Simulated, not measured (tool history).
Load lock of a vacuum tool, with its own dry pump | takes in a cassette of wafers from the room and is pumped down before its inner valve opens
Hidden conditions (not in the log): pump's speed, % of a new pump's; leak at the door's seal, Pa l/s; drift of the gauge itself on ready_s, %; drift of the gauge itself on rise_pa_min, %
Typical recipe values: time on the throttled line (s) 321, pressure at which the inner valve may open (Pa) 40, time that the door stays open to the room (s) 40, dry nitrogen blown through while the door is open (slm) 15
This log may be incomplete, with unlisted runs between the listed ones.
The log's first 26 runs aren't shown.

run    hour  time on the throttled line (s)  pressure at which the inner valve may open (Pa)  time that the door stays open to the room (s)  dry nitrogen blown through while the door is open (slm)  hours that the pump has run since its overhaul  times that the door has closed on its seal  incoming humidity of the room's air, %  time from the closed door until the inner valve may open (s)  rise of the pressure with all valves shut (Pa/min)
 27  5611.4                             321                                               68                                             57                                                       15                                            1390                                       46263                                    43.4                                                         420.3                                               0.024
 28  5926.6                             321                                               45                                            102                                                        6                                            1706                                       47275                                      42                                                         429.9                                               0.042
     5996.9  -- door's seal changed, seat wiped
 29  6087.4                             398                                               48                                            102                                                        6                                            1865                                         290                                    42.6                                                         494.2                                               0.043
 30  6310.7                             398                                               48                                            102                                                        6                                            2088                                        1007                                    46.2                                                         499.2                                               0.044
 31  6589.7                             398                                               54                                            121                                                        6                                            2367                                        1903                                      47                                                         492.9                                               0.047
 32  6736.7                             398                                               31                                             80                                                        6                                            2514                                        2374                                      46                                                         503.3                                               0.043
 33  6997.6                             398                                               31                                             80                                                        6                                            2775                                        3212                                    45.6                                                         506.3                                               0.045
 34  7295.6                             188                                               71                                            203                                                       15                                            3073                                        4168                                    42.4                                                         303.8                                               0.031
 35    7610                             177                                               71                                            203                                                        6                                            3388                                        5177                                    43.5                                                         294.3                                               0.051
 36  7864.4                             404                                               50                                            204                                                       16                                            3642                                        5994                                    47.4                                                         500.7                                               0.036
 37  7998.2                             404                                               50                                            204                                                       16                                            3776                                        6423                                    48.7                                                         499.8                                               0.035

Below are 3 alternative next runs, each starting from the tool's condition after run 37. Predict each:
  A  8142.8                             321                                               40                                             40                                                        8                                            3920                                        6887                                    44.8                                                             ?                                                   ?
  B  8142.8                             404                                               70                                            204                                                        5                                            3920                                        6887                                    45.9                                                             ?                                                   ?
  C  8142.8                             321                                               40                                            147                                                       15                                            3920                                        6887                                    44.3                                                             ?                                                   ?

run  time from the closed door until the inner valve may open (s)  rise of the pressure with all valves shut (Pa/min)
  A                                                         430.7                                               0.026
  B                                                           494                                               0.058
  C                                                         434.1                                               0.028
Without the tool's unlogged condition, the same runs would have read:
run  time from the closed door until the inner valve may open (s)  rise of the pressure with all valves shut (Pa/min)
  A                                                         430.7                                               0.025
  B                                                           494                                               0.058
  C                                                         434.1                                               0.028
